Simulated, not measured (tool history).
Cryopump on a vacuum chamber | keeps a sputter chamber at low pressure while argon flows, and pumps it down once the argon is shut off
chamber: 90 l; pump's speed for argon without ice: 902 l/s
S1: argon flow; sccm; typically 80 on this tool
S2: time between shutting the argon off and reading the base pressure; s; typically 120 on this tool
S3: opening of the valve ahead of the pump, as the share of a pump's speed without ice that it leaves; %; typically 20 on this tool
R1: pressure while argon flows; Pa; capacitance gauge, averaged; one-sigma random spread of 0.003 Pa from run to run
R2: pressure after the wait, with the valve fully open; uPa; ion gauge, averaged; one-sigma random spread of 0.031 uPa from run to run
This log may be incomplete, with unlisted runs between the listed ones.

| run | hour | S1 | S2 | S3 | R1 | R2 |
|---|---|---|---|---|---|---|
| 1 | 0 | 80 | 120 | 20 | 0.7615 | 2.68 |
| 2 | 10.5 | 80 | 120 | 20 | 0.7585 | 2.63 |
| 3 | 33.3 | 80 | 120 | 20 | 0.7599 | 2.79 |
| 4 | 55.5 | 80 | 120 | 20 | 0.7614 | 2.84 |
| 5 | 73 | 80 | 120 | 20 | 0.7589 | 2.81 |
| 6 | 91.7 | 80 | 120 | 20 | 0.7679 | 2.71 |
| 7 | 106.9 | 80 | 32 | 20 | 0.7613 | 6.16 |
| 8 | 118.5 | 80 | 32 | 20 | 0.7696 | 6.19 |

Run 9 has not been measured yet. What should we expect?
| 9 | 138.2 | 54 | 40 | 20 | ? | ? |

{"run 9": {"R1": 0.5137, "R2": 5.16}}
Take away the tool's hidden state, keep the run-to-run variation as it was, and the same run would have given R1 0.5046 Pa, R2 4.01 uPa.

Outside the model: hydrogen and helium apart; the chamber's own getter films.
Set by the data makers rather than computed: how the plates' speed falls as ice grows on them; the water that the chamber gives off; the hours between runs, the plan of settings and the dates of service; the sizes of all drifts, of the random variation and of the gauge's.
